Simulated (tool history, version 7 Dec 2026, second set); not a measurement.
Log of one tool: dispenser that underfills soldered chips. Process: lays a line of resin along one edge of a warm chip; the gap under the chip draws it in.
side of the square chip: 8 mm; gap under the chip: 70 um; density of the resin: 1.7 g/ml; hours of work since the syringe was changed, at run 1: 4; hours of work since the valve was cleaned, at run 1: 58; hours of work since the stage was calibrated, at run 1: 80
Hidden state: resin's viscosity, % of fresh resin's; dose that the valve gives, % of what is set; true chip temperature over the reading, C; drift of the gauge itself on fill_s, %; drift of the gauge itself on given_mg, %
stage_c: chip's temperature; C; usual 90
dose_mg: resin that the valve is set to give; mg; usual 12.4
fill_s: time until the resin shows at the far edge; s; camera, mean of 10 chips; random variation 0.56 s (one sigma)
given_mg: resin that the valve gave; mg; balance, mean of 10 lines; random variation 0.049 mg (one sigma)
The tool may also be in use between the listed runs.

| run | hour | stage_c | dose_mg | hours of work since the syringe was changed | hours of work since the valve was cleaned | hours of work since the stage was calibrated | fill_s | given_mg |
|---|---|---|---|---|---|---|---|---|
| 1 | 0.0 | 90 | 12.4 | 4 | 58 | 80 | 62.1 | 12.14 |
| 2 | 2.3 | 90 | 12.4 | 5 | 59 | 81 | 69.8 | 12.07 |
|  | 4.1 | new syringe of resin |
| 3 | 5.1 | 90 | 12.4 | 1 | 61 | 82 | 48.3 | 12.06 |
| 4 | 8.6 | 91 | 12.4 | 3 | 63 | 85 | 55.0 | 12.05 |
| 5 | 13.5 | 80 | 12.4 | 6 | 66 | 88 | 113.4 | 11.97 |
|  | 14.8 | new syringe of resin |
| 6 | 17.4 | 80 | 12.4 | 2 | 68 | 90 | 83.2 | 12.09 |
| 7 | 20.1 | 90 | 12.4 | 3 | 70 | 91 | 58.3 | 12.00 |
| 8 | 24.2 | 90 | 12.4 | 6 | 72 | 94 | 70.1 | 11.95 |
|  | 25.6 | new syringe of resin |
| 9 | 27.0 | 90 | 12.4 | 1 | 74 | 95 | 48.5 | 11.93 |
| 10 | 29.4 | 90 | 12.4 | 2 | 75 | 97 | 54.1 | 11.89 |
| 11 | 34.2 | 90 | 11.7 | 5 | 78 | 100 | 68.3 | 11.31 |
|  | 36.2 | new syringe of resin |
| 12 | 37.0 | 90 | 11.7 | 0 | 80 | 101 | 48.4 | 11.22 |
| 13 | 39.8 | 90 | 11.7 | 2 | 81 | 103 | 54.9 | 11.26 |
| 14 | 43.4 | 78 | 15.2 | 4 | 83 | 105 | 111.2 | 14.58 |
| 15 | 45.6 | 78 | 15.2 | 6 | 85 | 106 | 120.0 | 14.64 |
|  | 46.8 | new syringe of resin |
| 16 | 48.5 | 93 | 11.1 | 1 | 86 | 108 | 44.6 | 10.66 |
| 17 | 51.7 | 105 | 11.4 | 3 | 88 | 110 | 30.1 | 10.88 |
| 18 | 54.5 | 80 | 11.0 | 5 | 90 | 112 | 106.2 | 10.45 |
|  | 57.4 | new syringe of resin |
| 19 | 58.9 | 79 | 12.0 | 1 | 93 | 114 | 84.0 | 11.50 |
| 20 | 63.5 | 92 | 12.4 | 4 | 95 | 117 | 55.4 | 11.80 |
| 21 | 65.7 | 87 | 15.2 | 5 | 97 | 118 | 76.6 | 14.43 |
|  | 67.9 | new syringe of resin |
| 22 | 70.8 | 82 | 12.4 | 2 | 99 | 121 | 75.9 | 11.78 |
| 23 | 75.5 | 84 | 15.8 | 5 | 102 | 124 | 84.4 | 15.03 |
|  | 78.8 | new syringe of resin |
| 24 | 80.2 | 80 | 10.6 | 1 | 105 | 127 | 79.8 | 10.00 |

5 ways to go on from here, each from the tool as it stands after run 24. What would each give?
| A | 84.9 | 78 | 15.9 | 4 | 108 | 129 | ? | ? |
| B | 84.9 | 82 | 13.3 | 4 | 108 | 129 | ? | ? |
| C | 84.9 | 80 | 13.2 | 4 | 108 | 129 | ? | ? |
| D | 84.9 | 83 | 14.8 | 4 | 108 | 129 | ? | ? |
| E | 84.9 | 103 | 11.3 | 4 | 108 | 129 | ? | ? |

| run | fill_s | given_mg |
|---|---|---|
| A | 103.7 | 15.03 |
| B | 88.1 | 12.64 |
| C | 97.7 | 12.50 |
| D | 83.4 | 14.13 |
| E | 34.8 | 10.71 |
Without the tool's hidden state the same runs would have given:
| run | fill_s | given_mg |
|---|---|---|
| A | 81.7 | 15.85 |
| B | 69.2 | 13.33 |
| C | 76.7 | 13.18 |
| D | 65.6 | 14.90 |
| E | 27.1 | 11.30 |

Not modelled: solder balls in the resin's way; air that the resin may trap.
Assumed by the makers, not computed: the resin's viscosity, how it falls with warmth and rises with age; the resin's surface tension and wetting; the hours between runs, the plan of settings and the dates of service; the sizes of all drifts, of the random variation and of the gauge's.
